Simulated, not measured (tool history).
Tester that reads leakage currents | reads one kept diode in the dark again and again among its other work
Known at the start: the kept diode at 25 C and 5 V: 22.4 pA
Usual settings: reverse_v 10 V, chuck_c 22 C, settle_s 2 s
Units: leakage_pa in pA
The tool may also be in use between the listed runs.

Run 1, day 0: usual settings. Result: leakage_pa 37.81 pA.
Run 2, day 6.638: usual settings. Result: leakage_pa 38.8 pA.
Run 3, day 11.883: usual settings but settle_s 4.65 s. Result: leakage_pa 38.13 pA.
Run 4, day 17.071: usual settings but settle_s 4.65 s. Result: leakage_pa 38.73 pA.
Run 5, day 25.971: usual settings but settle_s 4.65 s. Result: leakage_pa 39.68 pA.
Run 6, day 33.7: usual settings but settle_s 4.65 s. Result: leakage_pa 39.99 pA.
Run 7, day 38.35: usual settings but settle_s 4.65 s. Result: leakage_pa 40.62 pA.
At day 39.125: chuck's temperature calibrated.
Run 8, day 46.833: usual settings. Result: leakage_pa 38.04 pA.
At day 49.071: probe card cleaned and baked.
Run 9, day 54.129: usual settings. Result: leakage_pa 25.81 pA.
Run 10, day 59.962: usual settings. Result: leakage_pa 26.23 pA.
Run 11, day 66.812: usual settings. Result: leakage_pa 26.68 pA.
Run 12, day 77: usual settings but reverse_v 6.8 V, chuck_c 25 C. Result: leakage_pa 28.86 pA.
Run 13, day 85.238: usual settings but chuck_c 23 C, settle_s 8.28 s. Result: leakage_pa 29.03 pA.
Run 14, day 95.125: usual settings but chuck_c 23 C, settle_s 8.28 s. Result: leakage_pa 30.01 pA.
Run 15, day 102.292: usual settings but chuck_c 23 C, settle_s 8.28 s. Result: leakage_pa 30.41 pA.
Run 16, day 108.771: usual settings but reverse_v 3.4 V, chuck_c 23 C, settle_s 0.32 s. Result: leakage_pa 23.24 pA.
Run 17, day 116.321: usual settings but reverse_v 3.4 V, chuck_c 23 C, settle_s 0.32 s. Result: leakage_pa 23.5 pA.

Forecast each of these 3 alternatives for the next run:
Run A, day 123.342: usual settings but reverse_v 1.7 V, chuck_c 23 C, settle_s 0.32 s. Result: leakage_pa ?.
Run B, day 123.342: usual settings but reverse_v 3.4 V, chuck_c 40 C, settle_s 0.32 s. Result: leakage_pa ?.
Run C, day 123.342: usual settings but reverse_v 1 V, chuck_c 50 C, settle_s 0.32 s. Result: leakage_pa ?.

run  leakage_pa
  A       17.07
  B       69.58
  C       82.35
Without the tool's hidden state the same runs would have given:
run  leakage_pa
  A       14.71
  B       61.63
  C       74.24

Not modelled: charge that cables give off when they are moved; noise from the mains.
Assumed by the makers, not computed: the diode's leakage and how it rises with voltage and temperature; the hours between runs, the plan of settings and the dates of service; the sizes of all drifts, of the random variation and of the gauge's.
